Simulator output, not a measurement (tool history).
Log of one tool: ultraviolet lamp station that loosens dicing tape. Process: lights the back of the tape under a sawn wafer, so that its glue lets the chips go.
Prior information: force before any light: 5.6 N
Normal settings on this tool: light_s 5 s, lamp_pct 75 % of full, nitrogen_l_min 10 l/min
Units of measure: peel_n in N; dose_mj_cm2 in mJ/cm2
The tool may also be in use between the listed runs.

| run | day | light_s | lamp_pct | nitrogen_l_min | peel_n | dose_mj_cm2 |
|---|---|---|---|---|---|---|
| 1 | 0 | 5 | 75 | 10 | 1.045 | 410 |
| 2 | 1.567 | 2 | 75 | 10 | 2.847 | 160 |
| 3 | 3.112 | 5 | 75 | 10 | 1.074 | 388 |
| 4 | 4.171 | 5 | 75 | 10 | 1.157 | 383 |
| 5 | 5.738 | 5 | 75 | 10 | 1.179 | 367 |
| 6 | 7.096 | 5 | 75 | 10 | 1.217 | 360 |
| 7 | 8.412 | 5 | 75 | 15 | 1.047 | 343 |
| 8 | 10.1 | 5 | 91 | 10 | 1.033 | 416 |
|  | 10.254 | window cleaned of glue's vapour |
| 9 | 10.892 | 7 | 84 | 9 | 0.871 | 461 |
| 10 | 11.738 | 7 | 75 | 10 | 1.072 | 400 |
| 11 | 12.979 | 7 | 75 | 10 | 1.057 | 398 |
| 12 | 14.575 | 7 | 75 | 7 | 1.332 | 381 |

Forecast run 13:
| 13 | 15.854 | 7 | 75 | 7 | ? | ? |

{"run 13": {"peel_n": 1.345, "dose_mj_cm2": 370}}
Minus the tool's unlogged condition, the same run would have read peel_n 0.43 N, dose_mj_cm2 752 mJ/cm2.

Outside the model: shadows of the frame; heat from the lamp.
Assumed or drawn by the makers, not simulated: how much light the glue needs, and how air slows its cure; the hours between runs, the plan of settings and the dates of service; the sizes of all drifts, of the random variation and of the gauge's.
